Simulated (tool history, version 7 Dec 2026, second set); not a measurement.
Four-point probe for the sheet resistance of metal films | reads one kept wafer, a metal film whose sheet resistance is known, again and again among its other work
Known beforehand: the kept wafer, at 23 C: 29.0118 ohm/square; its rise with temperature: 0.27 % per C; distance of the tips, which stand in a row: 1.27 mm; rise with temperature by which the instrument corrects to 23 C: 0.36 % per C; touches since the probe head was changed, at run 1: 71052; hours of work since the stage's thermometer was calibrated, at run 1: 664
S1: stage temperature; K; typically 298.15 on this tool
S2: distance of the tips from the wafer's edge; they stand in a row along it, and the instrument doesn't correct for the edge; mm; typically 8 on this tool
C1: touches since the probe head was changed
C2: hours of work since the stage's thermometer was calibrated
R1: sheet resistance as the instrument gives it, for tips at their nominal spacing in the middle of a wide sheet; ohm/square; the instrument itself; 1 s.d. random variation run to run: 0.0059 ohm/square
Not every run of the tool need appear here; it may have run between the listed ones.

{"run": 1, "hour": 0.0, "S1": 298.15, "S2": 8, "C1": 71052, "C2": 664, "R1": 29.30522}
{"run": 2, "hour": 58.2, "S1": 298.15, "S2": 8, "C1": 72384, "C2": 708, "R1": 29.299321}
{"run": 3, "hour": 103.8, "S1": 298.15, "S2": 8, "C1": 73427, "C2": 743, "R1": 29.306618}
{"run": 4, "hour": 146.2, "S1": 298.15, "S2": 8, "C1": 74398, "C2": 775, "R1": 29.295122}
{"run": 5, "hour": 181.3, "S1": 298.15, "S2": 8, "C1": 75201, "C2": 802, "R1": 29.283947}
{"run": 6, "hour": 259.2, "S1": 298.15, "S2": 8, "C1": 76982, "C2": 861, "R1": 29.293551}
{"run": 7, "hour": 331.4, "S1": 298.15, "S2": 8, "C1": 78635, "C2": 916, "R1": 29.280361}
{"run": 8, "hour": 379.5, "S1": 298.15, "S2": 8, "C1": 79735, "C2": 953, "R1": 29.275657}
{"run": 9, "hour": 430.4, "S1": 298.15, "S2": 8, "C1": 80900, "C2": 992, "R1": 29.282497}
{"run": 10, "hour": 489.9, "S1": 298.15, "S2": 8, "C1": 82261, "C2": 1037, "R1": 29.280532}
{"run": 11, "hour": 570.7, "S1": 296.15, "S2": 3, "C1": 84110, "C2": 1098, "R1": 31.456288}
{"run": 12, "hour": 634.2, "S1": 293.15, "S2": 3, "C1": 85563, "C2": 1147, "R1": 31.548282}
{"run": 13, "hour": 709.0, "S1": 292.15, "S2": 52, "C1": 87275, "C2": 1204, "R1": 29.047377}
{"run": 14, "hour": 768.1, "S1": 299.15, "S2": 3, "C1": 88628, "C2": 1249, "R1": 31.363522}
{"run": 15, "hour": 807.9, "S1": 299.15, "S2": 3, "C1": 89539, "C2": 1279, "R1": 31.359678}
{"run": 16, "hour": 845.9, "S1": 304.15, "S2": 8, "C1": 90408, "C2": 1308, "R1": 29.08863}
{"run": 17, "hour": 882.3, "S1": 303.15, "S2": 68, "C1": 91240, "C2": 1335, "R1": 28.74109}
{"run": 18, "hour": 963.3, "S1": 299.15, "S2": 20, "C1": 93093, "C2": 1397, "R1": 28.891844}

Run 19 has not been measured yet. What should we expect?
{"run": 19, "hour": 1026.4, "S1": 299.15, "S2": 20, "C1": 94538, "C2": 1445, "R1": "?"}

R1: 28.883053 ohm/square
On a tool with no hidden condition, and with the same random variation, this run would have come out at R1 28.989513 ohm/square.
